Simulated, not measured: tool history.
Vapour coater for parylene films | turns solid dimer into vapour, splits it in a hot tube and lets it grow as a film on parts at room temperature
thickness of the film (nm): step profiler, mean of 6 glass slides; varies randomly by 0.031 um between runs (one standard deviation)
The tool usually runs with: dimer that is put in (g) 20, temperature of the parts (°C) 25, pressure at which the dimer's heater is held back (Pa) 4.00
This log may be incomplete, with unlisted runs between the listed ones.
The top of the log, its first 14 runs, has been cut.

run	hour	dimer that is put in (g)	temperature of the parts (°C)	pressure at which the dimer's heater is held back (Pa)	thickness of the film (nm)
# hour 481.2: trap's valve overhauled
15	507.7	10	25	4.00	1420
16	528.0	20	19	4.00	3240
17	574.0	20	25	4.00	2800
18	596.9	20	25	4.00	2790
19	624.7	20	25	4.00	2790
20	650.3	20	25	4.00	2740
21	671.3	20	25	4.00	2830
22	710.7	18	25	4.00	2480
23	732.5	12	25	4.00	1640
24	755.8	12	25	4.00	1660
25	785.8	17	26	3.93	2280
26	813.7	17	26	3.93	2250
27	844.5	9	19	2.60	1550
28	867.6	9	19	2.60	1520
29	889.6	13	28	2.60	1790
# hour 893.4: table's thermometer calibrated
30	937.7	14	32	9.28	1360
31	973.5	14	32	9.28	1380
32	1003.2	14	32	9.28	1350

Expected results for the next run?
33	1040.3	26	25	4.00	?

Logged for run 33: thickness of the film (nm) 3470.
On a tool with no hidden condition, and with the same random variation, this run would have come out at thickness of the film (nm) 3800.
